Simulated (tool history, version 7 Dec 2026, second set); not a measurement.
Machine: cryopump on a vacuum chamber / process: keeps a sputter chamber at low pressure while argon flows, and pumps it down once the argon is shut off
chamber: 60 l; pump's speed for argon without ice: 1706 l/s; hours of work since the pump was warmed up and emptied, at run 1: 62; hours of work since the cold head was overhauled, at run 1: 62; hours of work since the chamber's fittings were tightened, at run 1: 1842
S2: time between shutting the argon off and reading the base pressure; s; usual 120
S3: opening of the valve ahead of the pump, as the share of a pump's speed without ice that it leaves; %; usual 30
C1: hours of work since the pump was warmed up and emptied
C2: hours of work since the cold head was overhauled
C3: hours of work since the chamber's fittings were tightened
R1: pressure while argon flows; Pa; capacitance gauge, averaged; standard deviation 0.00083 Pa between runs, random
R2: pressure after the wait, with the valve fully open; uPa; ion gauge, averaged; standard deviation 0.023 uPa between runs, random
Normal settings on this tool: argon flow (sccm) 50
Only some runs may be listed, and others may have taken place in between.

Run 1, hour 0.0: usual settings; C1 62; C2 62; C3 1842. Result: R1 0.1651 Pa, R2 1.92 uPa.
Run 2, hour 7.5: usual settings; C1 65; C2 65; C3 1846. Result: R1 0.1668 Pa, R2 1.86 uPa.
Run 3, hour 14.2: usual settings but argon flow (sccm) 20; C1 69; C2 69; C3 1849. Result: R1 0.0665 Pa, R2 1.88 uPa.
Run 4, hour 26.3: usual settings but argon flow (sccm) 20; C1 74; C2 74; C3 1855. Result: R1 0.0675 Pa, R2 1.88 uPa.
Run 5, hour 33.2: usual settings but argon flow (sccm) 20; C1 78; C2 78; C3 1858. Result: R1 0.0665 Pa, R2 1.83 uPa.
Run 6, hour 44.7: usual settings; C1 83; C2 83; C3 1864. Result: R1 0.1666 Pa, R2 1.89 uPa.
Run 7, hour 57.2: usual settings but S3 39 %; C1 89; C2 89; C3 1870. Result: R1 0.1289 Pa, R2 1.90 uPa.
Run 8, hour 67.4: usual settings; C1 94; C2 94; C3 1875. Result: R1 0.1661 Pa, R2 1.85 uPa.
Run 9, hour 76.0: usual settings but argon flow (sccm) 34; C1 99; C2 99; C3 1879. Result: R1 0.1136 Pa, R2 1.85 uPa.
Run 10, hour 85.9: usual settings but argon flow (sccm) 34; C1 103; C2 103; C3 1884. Result: R1 0.1146 Pa, R2 1.91 uPa.
Run 11, hour 99.6: usual settings but S2 209 s, S3 19 %; C1 110; C2 110; C3 1891. Result: R1 0.2629 Pa, R2 1.66 uPa.
Run 12, hour 113.8: usual settings but argon flow (sccm) 30, S2 85 s, S3 39 %; C1 117; C2 117; C3 1898. Result: R1 0.0776 Pa, R2 2.18 uPa.
Run 13, hour 121.6: usual settings but argon flow (sccm) 30, S2 85 s, S3 39 %; C1 121; C2 121; C3 1901. Result: R1 0.0772 Pa, R2 2.18 uPa.
Run 14, hour 133.5: usual settings but S3 60 %; C1 126; C2 126; C3 1907. Result: R1 0.0852 Pa, R2 1.93 uPa.
Run 15, hour 143.2: usual settings but S3 60 %; C1 131; C2 131; C3 1912. Result: R1 0.0835 Pa, R2 1.93 uPa.

Consider 5 possible next runs. They are alternatives, not a sequence: every one starts from the tool as it was left by run 15. What does each give?
Run A, hour 155.2: usual settings but argon flow (sccm) 40, S2 44 s, S3 20 %; C1 137; C2 137; C3 1918. Result: R1 ?, R2 ?.
Run B, hour 155.2: usual settings but argon flow (sccm) 39, S2 71 s, S3 23 %; C1 137; C2 137; C3 1918. Result: R1 ?, R2 ?.
Run C, hour 155.2: usual settings but S2 156 s, S3 60 %; C1 137; C2 137; C3 1918. Result: R1 ?, R2 ?.
Run D, hour 155.2: usual settings but argon flow (sccm) 27; C1 137; C2 137; C3 1918. Result: R1 ?, R2 ?.
Run E, hour 155.2: usual settings but S2 281 s, S3 26 %; C1 137; C2 137; C3 1918. Result: R1 ?, R2 ?.

run      R1    R2
  A  0.1981  2.92
  B  0.1692  2.32
  C  0.0851  1.80
  D  0.0897  1.97
  E  0.1938  1.61
Without the tool's hidden state the same runs would have given:
run      R1    R2
  A  0.1961  1.73
  B  0.1673  1.13
  C  0.0825  0.60
  D  0.0883  0.76
  E  0.1912  0.43

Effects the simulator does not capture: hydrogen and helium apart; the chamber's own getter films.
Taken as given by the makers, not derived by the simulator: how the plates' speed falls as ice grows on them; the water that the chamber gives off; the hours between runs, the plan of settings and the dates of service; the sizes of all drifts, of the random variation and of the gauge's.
